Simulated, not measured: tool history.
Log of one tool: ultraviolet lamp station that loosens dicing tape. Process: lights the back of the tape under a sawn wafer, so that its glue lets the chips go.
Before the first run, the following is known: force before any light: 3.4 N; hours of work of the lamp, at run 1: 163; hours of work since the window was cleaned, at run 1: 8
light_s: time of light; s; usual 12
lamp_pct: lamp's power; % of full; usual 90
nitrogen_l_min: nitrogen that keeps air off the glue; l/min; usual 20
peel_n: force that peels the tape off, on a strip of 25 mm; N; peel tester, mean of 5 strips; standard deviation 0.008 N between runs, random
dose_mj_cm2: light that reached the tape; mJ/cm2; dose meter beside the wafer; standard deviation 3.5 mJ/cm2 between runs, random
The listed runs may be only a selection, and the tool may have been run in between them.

run	hour	light_s	lamp_pct	nitrogen_l_min	hours of work of the lamp	hours of work since the window was cleaned	peel_n	dose_mj_cm2
1	0	12	90	20	163	8	0.309	585
2	60	12	90	20	191	36	0.313	585
3	105.8	12	90	16	213	58	0.343	585
4	157	12	90	16	237	82	0.334	583
5	197.5	12	90	16	256	101	0.349	590
6	267.8	12	90	16	289	134	0.348	590
7	325.2	12	72	16	316	161	0.531	465
8	382.6	12	72	16	343	188	0.511	472
9	426.7	12	72	16	364	208	0.533	465
10	491	12	72	16	394	238	0.523	468
11	541.7	12	72	16	418	262	0.508	470
12	580.6	12	72	16	436	281	0.513	467
# hour 588.3: window cleaned of glue's vapour
13	641.6	12	72	16	464	25	0.515	468
14	683.4	12	96	16	484	45	0.299	620
15	739	12	90	20	510	71	0.319	580
16	797.6	12	90	20	538	98	0.323	582
17	844.4	12	90	20	559	120	0.309	583
18	929.3	12	90	20	599	160	0.319	583
19	982	12	90	20	624	185	0.318	583
20	1035.4	12	90	20	649	210	0.324	581
21	1078.5	12	90	20	669	230	0.305	585
22	1118.7	12	90	20	688	249	0.314	578
23	1159.5	9	92	8	707	268	0.713	442
# hour 1192: window cleaned of glue's vapour
24	1227.6	10	74	20	739	17	0.619	401
# hour 1291.4: lamp changed
25	1294.1	10	74	20	1	47	0.638	399
26	1366.9	12	100	16	35	82	0.264	653
27	1414.8	12	100	16	58	104	0.263	647
28	1479	12	100	16	88	134	0.26	641
29	1560.4	12	100	13	126	173	0.299	649
30	1606.1	12	100	13	148	194	0.294	647
31	1664.3	12	100	13	175	221	0.303	643
32	1729.1	8	90	10	206	252	0.805	391
33	1791.1	8	78	11	235	281	0.921	336
# hour 1799.4: window cleaned of glue's vapour
34	1857.7	6	96	26	266	27	0.845	311
35	1905.6	12	69	8	288	50	0.72	444
36	1982.6	12	88	22	324	86	0.315	570
37	2049.8	17	61	22	356	118	0.325	560
38	2085.2	10	71	22	372	134	0.661	384
39	2162	10	71	22	409	170	0.647	384
40	2223.3	10	80	11	437	199	0.677	436
41	2305.9	12	60	8	476	238	0.87	388
42	2363	11	61	14	503	265	0.828	362
# hour 2407.3: window cleaned of glue's vapour
43	2439.7	12	98	7	539	15	0.41	644

Here are 4 independent what-if runs from the current tool condition. What would each one return?
A	2490.6	12	70	16	563	39	?	?
B	2490.6	12	90	9	563	39	?	?
C	2490.6	14	90	20	563	39	?	?
D	2490.6	12	61	7	563	39	?	?

run	peel_n	dose_mj_cm2
A	0.549	450
B	0.436	586
C	0.233	677
D	0.848	396
Without the tool's hidden state the same runs would have given:
run	peel_n	dose_mj_cm2
A	0.546	451
B	0.435	587
C	0.232	678
D	0.846	396

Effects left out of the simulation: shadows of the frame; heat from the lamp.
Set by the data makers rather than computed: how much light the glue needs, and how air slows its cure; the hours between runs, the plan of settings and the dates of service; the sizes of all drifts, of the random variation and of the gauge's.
